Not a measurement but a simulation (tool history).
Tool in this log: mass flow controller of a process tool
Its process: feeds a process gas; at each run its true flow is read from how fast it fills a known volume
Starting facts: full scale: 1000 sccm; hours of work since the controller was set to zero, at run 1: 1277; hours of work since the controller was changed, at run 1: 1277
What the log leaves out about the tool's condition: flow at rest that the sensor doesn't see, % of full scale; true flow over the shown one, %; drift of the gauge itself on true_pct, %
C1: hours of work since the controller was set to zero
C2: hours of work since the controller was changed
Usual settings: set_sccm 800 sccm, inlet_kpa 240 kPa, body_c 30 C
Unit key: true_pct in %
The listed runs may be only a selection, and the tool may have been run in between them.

{"run": 1, "day": 0.0, "set_sccm": 800, "inlet_kpa": 240, "body_c": 30, "C1": 1277, "C2": 1277, "true_pct": 99.2}
{"run": 2, "day": 4.312, "set_sccm": 800, "inlet_kpa": 240, "body_c": 30, "C1": 1330, "C2": 1330, "true_pct": 99.19}
{"run": 3, "day": 10.567, "set_sccm": 800, "inlet_kpa": 240, "body_c": 30, "C1": 1408, "C2": 1408, "true_pct": 99.11}
{"run": 4, "day": 16.738, "set_sccm": 147, "inlet_kpa": 240, "body_c": 30, "C1": 1485, "C2": 1485, "true_pct": 99.47}
{"run": 5, "day": 23.183, "set_sccm": 147, "inlet_kpa": 240, "body_c": 30, "C1": 1565, "C2": 1565, "true_pct": 99.28}
{"run": 6, "day": 30.196, "set_sccm": 163, "inlet_kpa": 240, "body_c": 30, "C1": 1652, "C2": 1652, "true_pct": 99.27}
{"run": 7, "day": 38.625, "set_sccm": 800, "inlet_kpa": 177, "body_c": 30, "C1": 1757, "C2": 1757, "true_pct": 98.51}
{"run": 8, "day": 43.929, "set_sccm": 800, "inlet_kpa": 177, "body_c": 30, "C1": 1823, "C2": 1823, "true_pct": 98.29}
{"run": 9, "day": 50.996, "set_sccm": 800, "inlet_kpa": 177, "body_c": 22, "C1": 1911, "C2": 1911, "true_pct": 98.99}
{"run": 10, "day": 58.258, "set_sccm": 226, "inlet_kpa": 240, "body_c": 30, "C1": 2002, "C2": 2002, "true_pct": 98.96}
{"run": 11, "day": 63.762, "set_sccm": 226, "inlet_kpa": 240, "body_c": 30, "C1": 2070, "C2": 2070, "true_pct": 98.87}
{"run": 12, "day": 69.338, "set_sccm": 226, "inlet_kpa": 240, "body_c": 30, "C1": 2139, "C2": 2139, "true_pct": 98.8}
{"run": 13, "day": 75.421, "set_sccm": 226, "inlet_kpa": 210, "body_c": 30, "C1": 2215, "C2": 2215, "true_pct": 98.7}
{"run": 14, "day": 85.112, "set_sccm": 226, "inlet_kpa": 210, "body_c": 30, "C1": 2336, "C2": 2336, "true_pct": 98.57}
{"run": 15, "day": 90.008, "set_sccm": 800, "inlet_kpa": 240, "body_c": 30, "C1": 2396, "C2": 2396, "true_pct": 98.58}
{"run": 16, "day": 95.083, "set_sccm": 800, "inlet_kpa": 240, "body_c": 30, "C1": 2460, "C2": 2460, "true_pct": 98.61}
{"run": 17, "day": 100.029, "set_sccm": 800, "inlet_kpa": 258, "body_c": 30, "C1": 2521, "C2": 2521, "true_pct": 98.56}
{"run": 18, "day": 105.746, "set_sccm": 800, "inlet_kpa": 258, "body_c": 30, "C1": 2592, "C2": 2592, "true_pct": 98.58}
{"run": 19, "day": 110.538, "set_sccm": 123, "inlet_kpa": 190, "body_c": 22, "C1": 2652, "C2": 2652, "true_pct": 99.89}
{"run": 20, "day": 120.408, "set_sccm": 123, "inlet_kpa": 190, "body_c": 22, "C1": 2775, "C2": 2775, "true_pct": 99.74}
{"run": 21, "day": 128.533, "set_sccm": 800, "inlet_kpa": 158, "body_c": 30, "C1": 2876, "C2": 2876, "true_pct": 97.91}
{"run": 22, "day": 135.225, "set_sccm": 162, "inlet_kpa": 192, "body_c": 30, "C1": 2959, "C2": 2959, "true_pct": 98.69}
{"run": 23, "day": 139.792, "set_sccm": 800, "inlet_kpa": 238, "body_c": 22, "C1": 3016, "C2": 3016, "true_pct": 99.1}
{"run": 24, "day": 146.867, "set_sccm": 800, "inlet_kpa": 240, "body_c": 25, "C1": 3104, "C2": 3104, "true_pct": 98.73}
{"run": 25, "day": 152.979, "set_sccm": 800, "inlet_kpa": 240, "body_c": 25, "C1": 3180, "C2": 3180, "true_pct": 98.71}
{"run": 26, "day": 159.65, "set_sccm": 453, "inlet_kpa": 240, "body_c": 22, "C1": 3263, "C2": 3263, "true_pct": 98.9}
{"run": 27, "day": 169.333, "set_sccm": 591, "inlet_kpa": 255, "body_c": 31, "C1": 3383, "C2": 3383, "true_pct": 98.2}
{"run": 28, "day": 175.475, "set_sccm": 103, "inlet_kpa": 180, "body_c": 31, "C1": 3460, "C2": 3460, "true_pct": 99.21}
{"run": 29, "day": 183.15, "set_sccm": 412, "inlet_kpa": 193, "body_c": 28, "C1": 3555, "C2": 3555, "true_pct": 97.97}
{"run": 30, "day": 191.383, "set_sccm": 153, "inlet_kpa": 140, "body_c": 24, "C1": 3658, "C2": 3658, "true_pct": 98.78}
{"run": 31, "day": 200.896, "set_sccm": 224, "inlet_kpa": 279, "body_c": 23, "C1": 3776, "C2": 3776, "true_pct": 99.33}
{"run": 32, "day": 208.633, "set_sccm": 960, "inlet_kpa": 162, "body_c": 35, "C1": 3872, "C2": 3872, "true_pct": 97.14}
{"run": 33, "day": 218.504, "set_sccm": 920, "inlet_kpa": 208, "body_c": 30, "C1": 3995, "C2": 3995, "true_pct": 97.8}

Forecast each of these 3 alternatives for the next run:
{"run": "A", "day": 222.883, "set_sccm": 165, "inlet_kpa": 237, "body_c": 36, "C1": 4049, "C2": 4049, "true_pct": "?"}
{"run": "B", "day": 222.883, "set_sccm": 920, "inlet_kpa": 242, "body_c": 28, "C1": 4049, "C2": 4049, "true_pct": "?"}
{"run": "C", "day": 222.883, "set_sccm": 165, "inlet_kpa": 240, "body_c": 33, "C1": 4049, "C2": 4049, "true_pct": "?"}

run=A true_pct=98.17
run=B true_pct=98.07
run=C true_pct=98.5
The same runs, with their run-to-run variation unchanged, on a tool lacking any hidden condition would have given:
run=A true_pct=98.71
run=B true_pct=99.97
run=C true_pct=99.04
